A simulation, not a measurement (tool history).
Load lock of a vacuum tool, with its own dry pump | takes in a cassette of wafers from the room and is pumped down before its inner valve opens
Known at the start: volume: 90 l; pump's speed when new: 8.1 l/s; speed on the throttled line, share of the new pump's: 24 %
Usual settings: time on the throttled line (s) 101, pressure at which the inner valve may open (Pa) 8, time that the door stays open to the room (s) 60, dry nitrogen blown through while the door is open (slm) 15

| run | hour | time on the throttled line (s) | pressure at which the inner valve may open (Pa) | time that the door stays open to the room (s) | dry nitrogen blown through while the door is open (slm) | incoming humidity of the room's air, % | time from the closed door until the inner valve may open (s) | rise of the pressure with all valves shut (Pa/min) |
|---|---|---|---|---|---|---|---|---|
| 1 | 0.0 | 101 | 8 | 60 | 15 | 41.9 | 186.2 | 0.220 |
| 2 | 300.0 | 101 | 8 | 60 | 15 | 45.6 | 188.0 | 0.248 |
| 3 | 789.6 | 101 | 10 | 60 | 15 | 41.8 | 184.3 | 0.305 |
| 4 | 1116.8 | 101 | 10 | 60 | 15 | 43.2 | 184.2 | 0.343 |
| 5 | 1422.4 | 101 | 10 | 197 | 15 | 44.2 | 184.9 | 0.399 |
| 6 | 1670.4 | 101 | 10 | 197 | 15 | 45.4 | 185.8 | 0.437 |
| 7 | 1967.7 | 101 | 10 | 197 | 15 | 46.4 | 187.4 | 0.466 |
| 8 | 2376.3 | 101 | 10 | 197 | 15 | 40.4 | 185.9 | 0.514 |
| 9 | 2650.9 | 101 | 8 | 60 | 15 | 45.5 | 188.9 | 0.545 |
| 10 | 2940.2 | 101 | 8 | 60 | 15 | 45.8 | 192.8 | 0.603 |
| 11 | 3198.4 | 79 | 8 | 60 | 15 | 47.0 | 173.8 | 0.649 |
|  | 3383.4 | door's seal changed, seat wiped |
| 12 | 3693.6 | 57 | 8 | 26 | 14 | 44.0 | 160.7 | 0.019 |
| 13 | 4144.3 | 101 | 15 | 80 | 42 | 43.2 | 184.3 | 0.046 |
| 14 | 4367.7 | 86 | 10 | 179 | 42 | 44.6 | 178.5 | 0.060 |
| 15 | 4639.0 | 86 | 7 | 179 | 42 | 44.2 | 184.4 | 0.079 |
| 16 | 4846.1 | 101 | 15 | 60 | 4 | 43.9 | 187.9 | 0.109 |
| 17 | 5254.3 | 78 | 7 | 60 | 15 | 40.9 | 182.4 | 0.126 |
| 18 | 5534.8 | 78 | 7 | 60 | 15 | 43.9 | 181.4 | 0.147 |
| 19 | 5874.4 | 101 | 8 | 158 | 15 | 42.6 | 200.6 | 0.199 |
| 20 | 6287.2 | 114 | 8 | 62 | 5 | 43.9 | 208.1 | 0.233 |

Forecast each of these 3 alternatives for the next run:
| A | 6727.8 | 114 | 8 | 211 | 5 | 47.5 | ? | ? |
| B | 6727.8 | 184 | 8 | 60 | 14 | 44.2 | ? | ? |
| C | 6727.8 | 101 | 9 | 113 | 20 | 46.1 | ? | ? |

| run | time from the closed door until the inner valve may open (s) | rise of the pressure with all valves shut (Pa/min) |
|---|---|---|
| A | 209.8 | 0.327 |
| B | 257.8 | 0.281 |
| C | 200.6 | 0.279 |
Without the tool's hidden state the same runs would have given:
| run | time from the closed door until the inner valve may open (s) | rise of the pressure with all valves shut (Pa/min) |
|---|---|---|
| A | 192.8 | 0.066 |
| B | 244.4 | 0.016 |
| C | 183.0 | 0.016 |
